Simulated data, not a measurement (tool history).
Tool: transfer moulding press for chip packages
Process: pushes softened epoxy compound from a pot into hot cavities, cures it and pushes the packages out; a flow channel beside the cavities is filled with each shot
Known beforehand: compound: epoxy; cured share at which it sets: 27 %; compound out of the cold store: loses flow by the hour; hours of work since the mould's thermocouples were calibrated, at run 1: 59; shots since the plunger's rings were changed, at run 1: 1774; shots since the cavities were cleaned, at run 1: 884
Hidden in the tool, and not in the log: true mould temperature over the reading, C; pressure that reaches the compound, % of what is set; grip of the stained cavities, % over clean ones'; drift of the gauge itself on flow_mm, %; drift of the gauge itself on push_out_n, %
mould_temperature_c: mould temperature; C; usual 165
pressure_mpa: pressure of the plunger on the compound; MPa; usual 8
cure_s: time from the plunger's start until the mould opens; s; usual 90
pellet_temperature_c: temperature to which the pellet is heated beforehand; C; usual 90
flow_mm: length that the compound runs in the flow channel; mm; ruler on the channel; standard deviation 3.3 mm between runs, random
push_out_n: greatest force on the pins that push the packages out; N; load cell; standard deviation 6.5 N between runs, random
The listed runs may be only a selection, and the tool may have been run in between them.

run	hour	mould_temperature_c	pressure_mpa	cure_s	pellet_temperature_c	hours of work since the mould's thermocouples were calibrated	shots since the plunger's rings were changed	shots since the cavities were cleaned	incoming compound's hours out of the cold store	flow_mm	push_out_n
1	0	165	8	90	90	59	1774	884	15.8	518	422
2	8.5	165	8	90	90	64	1888	998	27.2	490	429
# hour 11.1: cavities cleaned with cleaning compound and waxed
3	20.9	165	8	116	90	71	2034	132	19.7	510	265
4	30.6	165	8	116	90	78	2164	262	24.9	495	311
5	42.5	165	8	116	90	86	2324	422	45.4	442	329
6	48.3	165	8	116	90	89	2401	499	24.9	501	322
7	59.5	165	8	90	90	97	2551	649	42.4	447	405
8	65.8	165	8	90	90	101	2635	733	38.2	455	394
9	75.7	165	9.14	90	90	107	2768	866	15.5	549	428
10	84.6	165	9.14	90	90	113	2887	985	31.2	506	433
# hour 87.8: cavities cleaned with cleaning compound and waxed
11	91.6	165	8	90	90	117	2961	51	20.4	506	295
12	102	165	8	90	90	124	3100	190	46	441	329
13	107.1	165	8	90	94	127	3168	258	26.5	481	360
14	118.4	165	8	90	94	134	3319	409	21.6	492	382
15	125.9	165	8	90	94	139	3420	510	19.9	500	388
16	134.8	165	8	90	94	145	3539	629	43.4	440	390
# hour 140.6: plunger's sealing rings changed
17	145	165	8	90	96	150	59	731	48	450	412
18	156.6	165	8	90	96	158	215	887	45.5	457	400
# hour 166.9: cavities cleaned with cleaning compound and waxed
19	169.2	173	9.49	95	96	165	363	30	35.1	512	233
20	176.6	165	7.76	75	88	170	462	129	20.3	509	473
21	184.9	165	8.82	90	84	175	573	240	22.6	541	352
22	193.4	165	8.82	90	84	181	687	354	27.7	521	372
23	199.2	165	8.82	90	84	185	765	432	36	498	393
24	206.7	165	8.82	90	84	189	866	533	43.9	480	405
25	217.2	165	8.82	90	84	196	1006	673	12.2	564	435
26	227.7	161	8.82	110	84	203	1147	814	47.9	472	378
27	233.7	161	7.7	86	84	207	1227	894	39.7	458	543
28	241.2	160	7.62	86	90	212	1327	994	37	466	595

Here are 4 independent what-if runs from the current tool condition. What would each one return?
# hour 243.7: cavities cleaned with cleaning compound and waxed
A	250.5	160	6.32	86	90	217	1432	91	38.3	?	?
# hour 243.7: cavities cleaned with cleaning compound and waxed
B	250.5	167	7.62	86	90	217	1432	91	28.5	?	?
# hour 243.7: cavities cleaned with cleaning compound and waxed
C	250.5	165	8.35	90	90	217	1432	91	15.4	?	?
# hour 243.7: cavities cleaned with cleaning compound and waxed
D	250.5	173	9.9	127	90	217	1432	91	27.8	?	?

run	flow_mm	push_out_n
A	421	408
B	479	291
C	538	319
D	541	240
What these runs would have given with no unlogged condition in the tool:
run	flow_mm	push_out_n
A	428	335
B	487	241
C	547	265
D	550	203

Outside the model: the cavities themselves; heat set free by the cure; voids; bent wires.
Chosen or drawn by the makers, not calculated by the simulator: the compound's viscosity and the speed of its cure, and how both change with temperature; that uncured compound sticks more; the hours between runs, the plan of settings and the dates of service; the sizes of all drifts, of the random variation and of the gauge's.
